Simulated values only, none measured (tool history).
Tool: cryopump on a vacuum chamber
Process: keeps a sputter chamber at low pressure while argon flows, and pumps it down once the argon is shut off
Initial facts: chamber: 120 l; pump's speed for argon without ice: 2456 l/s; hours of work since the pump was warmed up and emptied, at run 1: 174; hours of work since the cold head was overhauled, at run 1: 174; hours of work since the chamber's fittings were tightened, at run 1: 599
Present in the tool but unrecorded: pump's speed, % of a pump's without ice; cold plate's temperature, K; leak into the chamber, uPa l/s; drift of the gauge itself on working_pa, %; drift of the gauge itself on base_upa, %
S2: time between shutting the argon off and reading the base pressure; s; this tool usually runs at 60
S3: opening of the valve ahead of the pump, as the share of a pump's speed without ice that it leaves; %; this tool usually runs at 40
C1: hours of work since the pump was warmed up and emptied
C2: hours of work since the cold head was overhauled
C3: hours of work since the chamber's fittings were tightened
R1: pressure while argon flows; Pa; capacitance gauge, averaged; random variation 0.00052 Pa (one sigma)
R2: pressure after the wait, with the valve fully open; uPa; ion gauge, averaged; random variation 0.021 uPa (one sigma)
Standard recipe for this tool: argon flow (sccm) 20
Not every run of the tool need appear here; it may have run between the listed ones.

Run 1, day 0.000: usual settings; C1 174; C2 174; C3 599. Result: R1 0.0347 Pa, R2 1.14 uPa.
Run 2, day 0.975: usual settings; C1 190; C2 190; C3 615. Result: R1 0.0347 Pa, R2 1.24 uPa.
Run 3, day 1.821: usual settings but S3 29 %; C1 204; C2 204; C3 629. Result: R1 0.0485 Pa, R2 1.24 uPa.
Run 4, day 2.608: usual settings but argon flow (sccm) 36; C1 217; C2 217; C3 642. Result: R1 0.0635 Pa, R2 1.24 uPa.
Run 5, day 3.479: usual settings but argon flow (sccm) 36; C1 231; C2 231; C3 656. Result: R1 0.0630 Pa, R2 1.32 uPa.
Run 6, day 4.200: usual settings but argon flow (sccm) 36; C1 243; C2 243; C3 668. Result: R1 0.0631 Pa, R2 1.32 uPa.
Run 7, day 5.146: usual settings but argon flow (sccm) 36; C1 259; C2 259; C3 683. Result: R1 0.0636 Pa, R2 1.32 uPa.
Run 8, day 6.283: usual settings but argon flow (sccm) 36; C1 277; C2 277; C3 702. Result: R1 0.0633 Pa, R2 1.30 uPa.
Run 9, day 6.775: usual settings but argon flow (sccm) 36; C1 285; C2 285; C3 710. Result: R1 0.0629 Pa, R2 1.34 uPa.
Run 10, day 7.788: usual settings but argon flow (sccm) 36; C1 302; C2 302; C3 727. Result: R1 0.0638 Pa, R2 1.36 uPa.
Run 11, day 8.392: usual settings but argon flow (sccm) 8; C1 312; C2 312; C3 737. Result: R1 0.0145 Pa, R2 1.31 uPa.
Run 12, day 9.504: usual settings but argon flow (sccm) 8, S2 43 s; C1 330; C2 330; C3 755. Result: R1 0.0152 Pa, R2 1.51 uPa.
Run 13, day 10.575: usual settings but argon flow (sccm) 8, S2 43 s; C1 348; C2 348; C3 773. Result: R1 0.0147 Pa, R2 1.61 uPa.
Run 14, day 11.221: usual settings but argon flow (sccm) 8, S2 43 s; C1 358; C2 358; C3 783. Result: R1 0.0133 Pa, R2 1.65 uPa.
Run 15, day 11.767: usual settings but argon flow (sccm) 8, S2 43 s; C1 367; C2 367; C3 792. Result: R1 0.0151 Pa, R2 1.57 uPa.
Run 16, day 12.779: usual settings but argon flow (sccm) 8, S2 43 s; C1 384; C2 384; C3 809. Result: R1 0.0145 Pa, R2 1.68 uPa.
Run 17, day 13.425: usual settings but argon flow (sccm) 8, S2 43 s; C1 394; C2 394; C3 819. Result: R1 0.0148 Pa, R2 1.68 uPa.
Run 18, day 14.388: usual settings but argon flow (sccm) 8, S2 43 s; C1 410; C2 410; C3 835. Result: R1 0.0144 Pa, R2 1.69 uPa.
Run 19, day 14.954: usual settings but argon flow (sccm) 13, S2 166 s, S3 25 %; C1 419; C2 419; C3 844. Result: R1 0.0363 Pa, R2 1.29 uPa.
Run 20, day 15.779: usual settings but argon flow (sccm) 13, S2 166 s, S3 25 %; C1 433; C2 433; C3 858. Result: R1 0.0376 Pa, R2 1.29 uPa.
Run 21, day 16.892: usual settings but argon flow (sccm) 21, S3 46 %; C1 451; C2 451; C3 876. Result: R1 0.0336 Pa, R2 1.64 uPa.
Run 22, day 17.425: usual settings but argon flow (sccm) 9, S3 19 %; C1 460; C2 460; C3 885. Result: R1 0.0321 Pa, R2 1.60 uPa.
Run 23, day 18.133: usual settings but S2 20 s; C1 472; C2 472; C3 896. Result: R1 0.0372 Pa, R2 2.37 uPa.
Run 24, day 18.692: usual settings but argon flow (sccm) 35, S2 190 s; C1 481; C2 481; C3 906. Result: R1 0.0627 Pa, R2 1.41 uPa.
Run 25, day 19.167: usual settings but argon flow (sccm) 14, S2 264 s; C1 488; C2 488; C3 913. Result: R1 0.0248 Pa, R2 1.38 uPa.
Run 26, day 20.117: usual settings but argon flow (sccm) 21, S2 264 s, S3 37 %; C1 504; C2 504; C3 929. Result: R1 0.0405 Pa, R2 1.40 uPa.
Run 27, day 21.042: usual settings but argon flow (sccm) 12, S2 50 s, S3 16 %; C1 519; C2 519; C3 944. Result: R1 0.0532 Pa, R2 1.82 uPa.
Run 28, day 21.592: usual settings but S3 19 %; C1 528; C2 528; C3 953. Result: R1 0.0742 Pa, R2 1.72 uPa.
Run 29, day 22.538: usual settings but argon flow (sccm) 11, S2 168 s, S3 59 %; C1 544; C2 544; C3 969. Result: R1 0.0145 Pa, R2 1.46 uPa.
Run 30, day 23.554: usual settings but argon flow (sccm) 9, S2 169 s, S3 59 %; C1 560; C2 560; C3 985. Result: R1 0.0111 Pa, R2 1.56 uPa.
Run 31, day 24.492: usual settings but argon flow (sccm) 8, S3 47 %; C1 576; C2 576; C3 1001. Result: R1 0.0127 Pa, R2 1.75 uPa.
Run 32, day 25.525: usual settings but argon flow (sccm) 8, S3 47 %; C1 593; C2 593; C3 1018. Result: R1 0.0128 Pa, R2 1.81 uPa.
At day 26.125: leaking fittings of the chamber tightened, without venting.
Run 33, day 26.700: usual settings but argon flow (sccm) 8, S3 47 %; C1 611; C2 611; C3 9. Result: R1 0.0127 Pa, R2 0.49 uPa.

Measured less the same run without the tool's hidden state. The same run-to-run variation is in both; the gauge's scatter may not be:
run       R1     R2
  1  +0.0005  +0.71
  2  +0.0006  +0.75
  3  +0.0006  +0.76
  4  +0.0013  +0.78
  5  +0.0014  +0.81
  6  +0.0014  +0.84
  7  +0.0015  +0.85
  8  +0.0015  +0.85
  9  +0.0016  +0.85
 10  +0.0018  +0.90
 11  +0.0004  +0.87
 12  +0.0004  +0.92
 13  +0.0004  +0.98
 14  +0.0004  +0.99
 15  +0.0005  +0.97
 16  +0.0005  +1.04
 17  +0.0005  +1.04
 18  +0.0005  +1.07
 19  +0.0009  +1.06
 20  +0.0009  +1.08
 21  +0.0016  +1.15
 22  +0.0007  +1.15
 23  +0.0015  +1.16
 24  +0.0027  +1.18
 25  +0.0011  +1.19
 26  +0.0017  +1.18
 27  +0.0010  +1.24
 28  +0.0018  +1.24
 29  +0.0009  +1.22
 30  +0.0008  +1.30
 31  +0.0007  +1.30
 32  +0.0008  +1.33
 33  +0.0008  +0.05
